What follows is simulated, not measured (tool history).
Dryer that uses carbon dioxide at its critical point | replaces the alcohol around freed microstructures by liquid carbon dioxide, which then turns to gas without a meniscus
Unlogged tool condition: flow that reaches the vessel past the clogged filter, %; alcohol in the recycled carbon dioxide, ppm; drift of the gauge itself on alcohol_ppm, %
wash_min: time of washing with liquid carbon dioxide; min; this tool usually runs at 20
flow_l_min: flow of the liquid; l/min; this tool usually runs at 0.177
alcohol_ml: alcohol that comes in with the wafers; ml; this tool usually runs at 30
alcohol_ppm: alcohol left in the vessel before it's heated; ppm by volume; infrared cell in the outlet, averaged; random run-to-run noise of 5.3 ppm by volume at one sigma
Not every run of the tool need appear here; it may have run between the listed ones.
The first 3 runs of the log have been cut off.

run	day	wash_min	flow_l_min	alcohol_ml	hours of work since the filter was changed	hours of work since the purifier's bed was changed	alcohol_ppm
4	2.871	20	0.116	30	78	122	1399
5	4.017	20	0.116	30	93	137	1491
6	4.779	15	0.177	30	103	147	811
7	5.483	15	0.177	78	112	156	2133
8	6.283	15	0.177	28	123	167	822
9	7.562	15	0.177	28	140	183	889
10	8.121	15	0.177	28	147	191	919
11	8.75	20	0.177	30	155	199	301
12	9.9	20	0.177	30	171	214	331
13	11.083	20	0.177	30	186	230	347
# day 11.925: inlet filter changed
14	12.029	20	0.177	30	1	242	177
15	12.95	20	0.181	30	14	254	190
16	13.85	32	0.107	30	25	266	271
17	14.721	32	0.107	30	37	277	281
18	15.3	13	0.106	94	44	285	19026
19	16.233	21	0.177	22	57	297	177
20	16.858	21	0.177	22	65	305	172
21	17.621	16	0.128	56	75	316	3970
22	18.758	16	0.128	56	90	331	4127
23	20.008	16	0.128	56	107	347	4447
24	20.725	16	0.128	56	116	356	4447
25	21.675	16	0.128	56	129	369	4526
26	22.979	19	0.109	30	146	386	2762

For run 27, what comes out?
27	23.746	13	0.13	57	156	396	?

{"run 27": {"alcohol_ppm": 8934}}
Take away the tool's hidden state, keep the run-to-run variation as it was, and the same run would have given alcohol_ppm 5934 ppm by volume.
